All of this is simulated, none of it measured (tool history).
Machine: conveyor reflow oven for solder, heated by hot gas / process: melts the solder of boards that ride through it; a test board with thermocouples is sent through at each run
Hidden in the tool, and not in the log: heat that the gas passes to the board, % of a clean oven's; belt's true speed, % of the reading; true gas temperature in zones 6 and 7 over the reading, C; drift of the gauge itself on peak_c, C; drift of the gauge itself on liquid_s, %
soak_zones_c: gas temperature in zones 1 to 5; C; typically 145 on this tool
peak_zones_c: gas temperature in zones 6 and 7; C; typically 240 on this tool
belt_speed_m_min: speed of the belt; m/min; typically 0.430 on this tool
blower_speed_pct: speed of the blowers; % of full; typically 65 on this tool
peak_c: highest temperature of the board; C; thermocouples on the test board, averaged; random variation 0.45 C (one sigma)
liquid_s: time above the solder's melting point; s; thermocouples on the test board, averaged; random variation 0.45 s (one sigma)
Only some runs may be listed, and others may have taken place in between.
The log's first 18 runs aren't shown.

| run | hour | soak_zones_c | peak_zones_c | belt_speed_m_min | blower_speed_pct | hours of work since the flux was cleaned out | hours of work since the belt drive was overhauled | hours of work since the thermocouples were changed | peak_c | liquid_s |
|---|---|---|---|---|---|---|---|---|---|---|
| 19 | 385.6 | 132 | 238 | 0.469 | 65 | 46 | 559 | 670 | 216.7 | 62.6 |
| 20 | 405.7 | 134 | 239 | 0.430 | 67 | 57 | 570 | 682 | 220.8 | 75.2 |
| 21 | 422.9 | 158 | 235 | 0.509 | 52 | 67 | 580 | 692 | 213.4 | 65.9 |
| 22 | 447.8 | 145 | 231 | 0.385 | 65 | 81 | 594 | 706 | 219.8 | 89.6 |
| 23 | 466.9 | 145 | 231 | 0.385 | 65 | 92 | 605 | 717 | 218.5 | 88.6 |
| 24 | 483.7 | 142 | 241 | 0.430 | 65 | 102 | 615 | 727 | 223.1 | 80.4 |
| 25 | 506.1 | 135 | 252 | 0.430 | 60 | 115 | 628 | 739 | 230.2 | 83.1 |
| 26 | 519.4 | 135 | 252 | 0.430 | 60 | 122 | 635 | 747 | 229.7 | 83.2 |
| 27 | 537.1 | 140 | 252 | 0.430 | 70 | 132 | 646 | 757 | 234.0 | 86.9 |
| 28 | 548.8 | 140 | 252 | 0.430 | 70 | 139 | 652 | 764 | 234.1 | 86.9 |
| 29 | 567.5 | 145 | 240 | 0.391 | 65 | 150 | 663 | 775 | 226.3 | 94.1 |
| 30 | 593.7 | 145 | 240 | 0.391 | 65 | 165 | 678 | 790 | 226.0 | 93.7 |
| 31 | 614.9 | 145 | 250 | 0.391 | 81 | 177 | 690 | 802 | 237.5 | 101.2 |

What if the next run were any one of these 3? Each begins from the tool's condition after run 31:
| A | 635.7 | 145 | 229 | 0.391 | 81 | 189 | 702 | 814 | ? | ? |
| B | 635.7 | 145 | 254 | 0.350 | 81 | 189 | 702 | 814 | ? | ? |
| C | 635.7 | 134 | 240 | 0.430 | 65 | 189 | 702 | 814 | ? | ? |

| run | peak_c | liquid_s |
|---|---|---|
| A | 218.8 | 87.4 |
| B | 244.5 | 116.5 |
| C | 221.1 | 75.4 |
Without the tool's hidden state the same runs would have given:
| run | peak_c | liquid_s |
|---|---|---|
| A | 218.7 | 86.9 |
| B | 244.4 | 115.3 |
| C | 221.3 | 75.1 |

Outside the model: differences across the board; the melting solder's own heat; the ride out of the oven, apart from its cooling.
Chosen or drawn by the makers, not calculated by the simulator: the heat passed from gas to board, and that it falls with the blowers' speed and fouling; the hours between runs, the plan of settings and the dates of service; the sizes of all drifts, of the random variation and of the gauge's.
